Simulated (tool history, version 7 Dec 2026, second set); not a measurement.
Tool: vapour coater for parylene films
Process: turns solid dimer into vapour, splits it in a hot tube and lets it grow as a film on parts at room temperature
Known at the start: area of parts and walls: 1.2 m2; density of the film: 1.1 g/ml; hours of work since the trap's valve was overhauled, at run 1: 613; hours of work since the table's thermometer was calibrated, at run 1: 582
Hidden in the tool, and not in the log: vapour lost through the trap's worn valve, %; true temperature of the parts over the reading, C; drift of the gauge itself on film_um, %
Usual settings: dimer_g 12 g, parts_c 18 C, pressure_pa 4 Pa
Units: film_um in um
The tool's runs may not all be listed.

run	hour	dimer_g	parts_c	pressure_pa	hours of work since the trap's valve was overhauled	hours of work since the table's thermometer was calibrated	film_um
1	0	12	18	4	613	582	5.17
# hour 11.2: trap's valve overhauled
2	47.2	12	18	4	16	600	4.85
3	85.4	12	18	4	32	617	4.9
4	125.3	12	18	5.69	50	634	4.59
5	152.6	12	18	3.97	61	646	4.88
6	192.5	12	18	3.97	79	664	4.89
7	223.5	12	18	6.81	92	677	4.43
# hour 237.1: trap's valve overhauled, once more
8	260.3	13	11	5.57	10	691	8.37
9	300.8	13	11	5.57	28	709	8.34
10	342.2	7	18	4	46	727	3.48
11	381	7	18	4	62	744	3.52
12	408.6	8	18	4.42	74	756	3.9
13	446.2	8	18	8.69	91	772	3.49
14	475.4	8	18	8.69	104	785	3.49

How the hidden state differs across the entries between the runs, from the last listed run before each to the first after it:
Between runs 1 and 2: trap's valve overhauled (hour 11.2)
  vapour lost through the trap's worn valve, %: 14.6 -> 17.3; true temperature of the parts over the reading, C: -0.53 -> -0.55
  measured less the result without the state, film_um: -0.75 -> -0.88 um
Between runs 7 and 8: trap's valve overhauled, once more (hour 237.1)
  vapour lost through the trap's worn valve, %: 19.1 -> 0.3; true temperature of the parts over the reading, C: -0.61 -> -0.62
  measured less the result without the state, film_um: -0.9 -> +0.2 um
